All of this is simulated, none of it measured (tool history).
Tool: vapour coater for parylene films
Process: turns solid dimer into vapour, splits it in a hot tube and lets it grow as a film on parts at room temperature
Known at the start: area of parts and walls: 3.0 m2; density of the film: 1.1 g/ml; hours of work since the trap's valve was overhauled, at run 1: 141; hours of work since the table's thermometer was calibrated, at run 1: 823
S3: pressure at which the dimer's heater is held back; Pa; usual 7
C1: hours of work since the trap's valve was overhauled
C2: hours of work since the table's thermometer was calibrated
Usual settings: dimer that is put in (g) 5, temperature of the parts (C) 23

{"run": 1, "day": 0.0, "dimer that is put in (g)": 5, "temperature of the parts (C)": 23, "S3": 7, "C1": 141, "C2": 823, "thickness of the film (nm)": 762}
{"run": 2, "day": 1.146, "dimer that is put in (g)": 4, "temperature of the parts (C)": 23, "S3": 7, "C1": 157, "C2": 838, "thickness of the film (nm)": 616}
{"run": 3, "day": 2.358, "dimer that is put in (g)": 4, "temperature of the parts (C)": 23, "S3": 7, "C1": 173, "C2": 854, "thickness of the film (nm)": 615}
{"run": 4, "day": 3.717, "dimer that is put in (g)": 5, "temperature of the parts (C)": 24, "S3": 7, "C1": 191, "C2": 873, "thickness of the film (nm)": 748}
{"run": 5, "day": 5.279, "dimer that is put in (g)": 5, "temperature of the parts (C)": 24, "S3": 7, "C1": 213, "C2": 894, "thickness of the film (nm)": 719}
{"run": 6, "day": 6.292, "dimer that is put in (g)": 5, "temperature of the parts (C)": 24, "S3": 7, "C1": 226, "C2": 908, "thickness of the film (nm)": 728}
{"day": 6.65, "done": "trap's valve overhauled"}
{"run": 7, "day": 7.158, "dimer that is put in (g)": 5, "temperature of the parts (C)": 24, "S3": 7, "C1": 7, "C2": 917, "thickness of the film (nm)": 761}
{"run": 8, "day": 8.154, "dimer that is put in (g)": 5, "temperature of the parts (C)": 24, "S3": 7, "C1": 20, "C2": 931, "thickness of the film (nm)": 760}
{"run": 9, "day": 8.942, "dimer that is put in (g)": 5, "temperature of the parts (C)": 24, "S3": 7, "C1": 31, "C2": 941, "thickness of the film (nm)": 768}
{"run": 10, "day": 9.771, "dimer that is put in (g)": 5, "temperature of the parts (C)": 24, "S3": 7, "C1": 42, "C2": 952, "thickness of the film (nm)": 760}
{"run": 11, "day": 10.75, "dimer that is put in (g)": 3, "temperature of the parts (C)": 24, "S3": 7, "C1": 55, "C2": 966, "thickness of the film (nm)": 437}
{"run": 12, "day": 11.683, "dimer that is put in (g)": 3, "temperature of the parts (C)": 24, "S3": 7, "C1": 68, "C2": 978, "thickness of the film (nm)": 445}
{"run": 13, "day": 12.888, "dimer that is put in (g)": 3, "temperature of the parts (C)": 24, "S3": 7, "C1": 84, "C2": 994, "thickness of the film (nm)": 458}
{"run": 14, "day": 13.721, "dimer that is put in (g)": 3, "temperature of the parts (C)": 24, "S3": 7, "C1": 96, "C2": 1006, "thickness of the film (nm)": 435}
{"day": 13.871, "done": "table's thermometer calibrated"}
{"run": 15, "day": 15.275, "dimer that is put in (g)": 3, "temperature of the parts (C)": 30, "S3": 4.22, "C1": 116, "C2": 19, "thickness of the film (nm)": 391}
{"run": 16, "day": 15.942, "dimer that is put in (g)": 3, "temperature of the parts (C)": 30, "S3": 4.22, "C1": 125, "C2": 28, "thickness of the film (nm)": 385}
{"run": 17, "day": 17.192, "dimer that is put in (g)": 3, "temperature of the parts (C)": 30, "S3": 6.11, "C1": 142, "C2": 45, "thickness of the film (nm)": 356}
{"run": 18, "day": 18.042, "dimer that is put in (g)": 3, "temperature of the parts (C)": 16, "S3": 5.85, "C1": 153, "C2": 56, "thickness of the film (nm)": 616}
{"run": 19, "day": 18.792, "dimer that is put in (g)": 5, "temperature of the parts (C)": 15, "S3": 4.19, "C1": 164, "C2": 67, "thickness of the film (nm)": 1170}
{"day": 19.229, "done": "table's thermometer calibrated, once more"}
{"run": 20, "day": 19.688, "dimer that is put in (g)": 5, "temperature of the parts (C)": 26, "S3": 7, "C1": 175, "C2": 6, "thickness of the film (nm)": 677}
{"run": 21, "day": 20.738, "dimer that is put in (g)": 2, "temperature of the parts (C)": 20, "S3": 4.5, "C1": 189, "C2": 20, "thickness of the film (nm)": 382}
{"run": 22, "day": 22.171, "dimer that is put in (g)": 2, "temperature of the parts (C)": 20, "S3": 4.5, "C1": 209, "C2": 40, "thickness of the film (nm)": 378}
{"run": 23, "day": 23.292, "dimer that is put in (g)": 4, "temperature of the parts (C)": 30, "S3": 4.5, "C1": 224, "C2": 55, "thickness of the film (nm)": 514}
{"day": 23.867, "done": "trap's valve overhauled"}
{"run": 24, "day": 24.229, "dimer that is put in (g)": 4, "temperature of the parts (C)": 30, "S3": 4.5, "C1": 5, "C2": 65, "thickness of the film (nm)": 535}
{"run": 25, "day": 25.562, "dimer that is put in (g)": 4, "temperature of the parts (C)": 27, "S3": 4.5, "C1": 23, "C2": 83, "thickness of the film (nm)": 598}
{"run": 26, "day": 26.254, "dimer that is put in (g)": 4, "temperature of the parts (C)": 34, "S3": 7.37, "C1": 32, "C2": 93, "thickness of the film (nm)": 409}
{"run": 27, "day": 27.45, "dimer that is put in (g)": 4, "temperature of the parts (C)": 34, "S3": 7.37, "C1": 48, "C2": 109, "thickness of the film (nm)": 403}
{"run": 28, "day": 28.367, "dimer that is put in (g)": 5, "temperature of the parts (C)": 16, "S3": 6.16, "C1": 61, "C2": 121, "thickness of the film (nm)": 1087}

4 ways to go on from here, each from the tool as it stands after run 28. What would each give?
{"run": "A", "day": 29.192, "dimer that is put in (g)": 5, "temperature of the parts (C)": 21, "S3": 2.34, "C1": 72, "C2": 132, "thickness of the film (nm)": "?"}
{"run": "B", "day": 29.192, "dimer that is put in (g)": 7, "temperature of the parts (C)": 16, "S3": 4.53, "C1": 72, "C2": 132, "thickness of the film (nm)": "?"}
{"run": "C", "day": 29.192, "dimer that is put in (g)": 3, "temperature of the parts (C)": 16, "S3": 3.31, "C1": 72, "C2": 132, "thickness of the film (nm)": "?"}
{"run": "D", "day": 29.192, "dimer that is put in (g)": 5, "temperature of the parts (C)": 23, "S3": 10.98, "C1": 72, "C2": 132, "thickness of the film (nm)": "?"}

run=A thickness_of_the_film_(nm)=1085
run=B thickness_of_the_film_(nm)=1617
run=C thickness_of_the_film_(nm)=736
run=D thickness_of_the_film_(nm)=713
Without the tool's hidden state the same runs would have given:
run=A thickness_of_the_film_(nm)=1113
run=B thickness_of_the_film_(nm)=1659
run=C thickness_of_the_film_(nm)=755
run=D thickness_of_the_film_(nm)=732

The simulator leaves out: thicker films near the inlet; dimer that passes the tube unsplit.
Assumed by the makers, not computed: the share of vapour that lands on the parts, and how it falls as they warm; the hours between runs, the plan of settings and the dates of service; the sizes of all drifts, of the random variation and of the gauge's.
